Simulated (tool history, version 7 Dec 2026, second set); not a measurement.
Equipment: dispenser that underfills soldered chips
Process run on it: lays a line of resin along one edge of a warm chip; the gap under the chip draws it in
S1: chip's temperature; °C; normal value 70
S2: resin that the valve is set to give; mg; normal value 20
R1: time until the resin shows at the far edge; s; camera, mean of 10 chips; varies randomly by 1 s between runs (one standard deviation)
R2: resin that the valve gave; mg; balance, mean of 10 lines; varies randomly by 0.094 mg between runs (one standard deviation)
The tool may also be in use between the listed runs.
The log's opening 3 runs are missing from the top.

Run 4, hour 35.7: usual settings but S2 18 mg. Result: R1 158.1 s, R2 17.66 mg.
At hour 36.6: new syringe of resin.
Run 5, hour 46.2: usual settings but S1 58 °C. Result: R1 195.5 s, R2 19.66 mg.
At hour 51.1: new syringe of resin.
Run 6, hour 59.5: usual settings but S1 58 °C. Result: R1 192.9 s, R2 19.52 mg.
At hour 65.8: new syringe of resin.
Run 7, hour 67: usual settings but S1 77 °C. Result: R1 83.1 s, R2 19.44 mg.
At hour 80.6: new syringe of resin.
Run 8, hour 80.8: usual settings. Result: R1 99.8 s, R2 19.26 mg.
At hour 94.9: new syringe of resin.
Run 9, hour 95.2: usual settings but S1 71 °C. Result: R1 97 s, R2 18.94 mg.
At hour 97.7: dispensing valve cleaned and set on the balance.
Run 10, hour 104.8: usual settings but S1 71 °C. Result: R1 128.1 s, R2 19.83 mg.
At hour 111.2: new syringe of resin.
Run 11, hour 118.7: usual settings but S2 17.2 mg. Result: R1 129.2 s, R2 16.9 mg.
At hour 126.4: new syringe of resin.
Run 12, hour 132.2: usual settings but S2 17.2 mg. Result: R1 124.5 s, R2 16.91 mg.
At hour 140.8: new syringe of resin.
Run 13, hour 145.6: usual settings but S2 18.6 mg. Result: R1 114.5 s, R2 18.03 mg.
Run 14, hour 153.5: usual settings but S2 18.6 mg. Result: R1 148.1 s, R2 18.08 mg.
At hour 155.1: new syringe of resin.
Run 15, hour 164.8: usual settings but S2 18.6 mg. Result: R1 133.6 s, R2 17.94 mg.
At hour 169.6: new syringe of resin.
At hour 173.2: dispensing valve cleaned and set on the balance.
Run 16, hour 175.5: usual settings. Result: R1 110.8 s, R2 19.86 mg.
At hour 184.9: new syringe of resin.
Run 17, hour 190.1: usual settings. Result: R1 114 s, R2 19.73 mg.
Run 18, hour 196.2: usual settings but S1 68 °C, S2 21.1 mg. Result: R1 146.7 s, R2 20.98 mg.
At hour 199.2: new syringe of resin.
Run 19, hour 208.5: usual settings but S1 69 °C. Result: R1 134.1 s, R2 19.5 mg.
At hour 214: new syringe of resin.
Run 20, hour 217.5: usual settings but S1 83 °C, S2 20.5 mg. Result: R1 73.3 s, R2 19.92 mg.
At hour 229.3: new syringe of resin.
Run 21, hour 232.2: usual settings but S2 18 mg. Result: R1 105.2 s, R2 17.29 mg.
Run 22, hour 240.9: usual settings but S1 80 °C, S2 20.1 mg. Result: R1 103.8 s, R2 19.14 mg.
At hour 243.6: new syringe of resin.
At hour 248: dispensing valve cleaned and set on the balance.
Run 23, hour 252: usual settings but S1 80 °C, S2 20.1 mg. Result: R1 92.6 s, R2 20.05 mg.
At hour 259.5: new syringe of resin.
Run 24, hour 265.5: usual settings but S1 80 °C, S2 20.1 mg. Result: R1 86.3 s, R2 19.85 mg.
At hour 274: new syringe of resin.
Run 25, hour 279.3: usual settings but S1 81 °C. Result: R1 83.8 s, R2 19.68 mg.
Run 26, hour 286.7: usual settings but S1 81 °C, S2 18.3 mg. Result: R1 107 s, R2 18.07 mg.

Expected results for the next run?
At hour 288.2: new syringe of resin.
Run 27, hour 297.7: usual settings but S1 84 °C. Result: R1 ?, R2 ?.

Run 27 produced R1 85.3 s, R2 19.18 mg.
Had the tool carried no hidden state, the very same run would have given R1 65.5 s, R2 19.8 mg.
